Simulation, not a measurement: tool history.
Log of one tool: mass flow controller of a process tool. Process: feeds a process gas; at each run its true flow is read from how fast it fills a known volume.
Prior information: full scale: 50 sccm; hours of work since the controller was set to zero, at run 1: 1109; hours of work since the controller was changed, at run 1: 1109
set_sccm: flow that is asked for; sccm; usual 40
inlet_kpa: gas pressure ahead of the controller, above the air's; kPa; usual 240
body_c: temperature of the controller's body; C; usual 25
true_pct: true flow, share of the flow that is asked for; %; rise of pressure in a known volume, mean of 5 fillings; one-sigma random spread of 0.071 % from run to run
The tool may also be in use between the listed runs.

run,day,set_sccm,inlet_kpa,body_c,hours of work since the controller was set to zero,hours of work since the controller was changed,true_pct
1,0.000,40,240,25,1109,1109,98.73
2,6.325,40,240,25,1166,1166,98.63
3,14.567,40,240,25,1241,1241,98.50
4,21.600,40,240,25,1305,1305,98.57
5,26.567,40,240,25,1351,1351,98.47
6,34.075,40,240,25,1419,1419,98.41
7,40.467,40,240,25,1477,1477,98.48
8,47.033,19,240,25,1537,1537,97.18
9,54.204,19,240,25,1602,1602,97.06
10,60.317,40,240,21,1658,1658,98.66
11,69.238,40,240,25,1739,1739,98.42
12,74.625,20,240,25,1788,1788,97.16
13,78.725,20,240,25,1825,1825,97.10
14,86.388,20,250,25,1895,1895,96.99
15,94.029,20,250,25,1965,1965,96.96
# day 94.746: controller's zero set anew
16,99.933,40,240,25,47,2018,97.95
17,104.212,40,240,25,86,2057,97.77
18,112.854,40,240,23,165,2136,97.97
19,117.317,40,254,23,205,2176,97.92
20,126.438,20,240,25,288,2259,96.27
21,134.421,40,240,25,361,2332,97.72
22,140.704,40,240,25,418,2389,97.83
23,145.512,40,240,25,462,2433,97.71
# day 148.046: controller's zero set anew, once more
24,154.567,40,240,25,59,2515,98.34
25,162.562,40,240,25,132,2588,98.33
26,166.429,40,240,25,167,2623,98.34
27,171.225,23,162,25,211,2667,97.23
28,176.321,6,162,21,257,2713,96.64
29,181.650,37,162,21,306,2761,98.11
30,186.658,37,161,37,351,2807,96.77
31,193.254,37,161,37,411,2867,96.80
32,200.438,37,161,37,477,2932,96.79
33,204.700,40,240,32,516,2971,97.44
34,212.050,10,218,24,582,3038,96.47
35,217.350,21,250,24,631,3086,97.26
36,223.125,6,279,32,683,3139,95.57
37,231.392,35,279,32,758,3214,97.33
38,239.625,35,279,32,833,3289,97.17
39,246.779,40,235,21,898,3354,98.08
40,251.946,40,235,21,945,3401,98.06
41,259.879,10,173,35,1018,3473,94.94
42,266.550,25,241,21,1078,3534,97.35
43,273.333,25,148,22,1140,3596,96.92
44,277.329,25,193,23,1176,3632,96.85
45,281.817,25,193,23,1217,3673,96.88
46,289.800,25,193,23,1290,3745,96.90
47,297.767,25,193,23,1362,3818,96.82

Difference, measured minus no-hidden-state, one row per run. Run-to-run variation is common to both terms; the gauge's own scatter need not be:
Hidden conditions of the tool in this case: flow at rest that the sensor doesn't see, % of full scale; true flow over the shown one, %; drift of the gauge itself on true_pct, %.
run,true_pct
1,-1.04
2,-1.06
3,-1.10
4,-1.14
5,-1.17
6,-1.20
7,-1.24
8,-1.61
9,-1.66
10,-1.33
11,-1.38
12,-1.76
13,-1.78
14,-1.83
15,-1.88
16,-1.76
17,-1.78
18,-1.82
19,-1.85
20,-2.53
21,-1.94
22,-1.97
23,-2.00
24,-1.38
25,-1.43
26,-1.44
27,-1.49
28,-1.72
29,-1.52
30,-1.55
31,-1.58
32,-1.62
33,-1.63
34,-1.93
35,-1.79
36,-2.30
37,-1.79
38,-1.83
39,-1.85
40,-1.87
41,-2.37
42,-2.05
43,-2.08
44,-2.10
45,-2.13
46,-2.18
47,-2.23
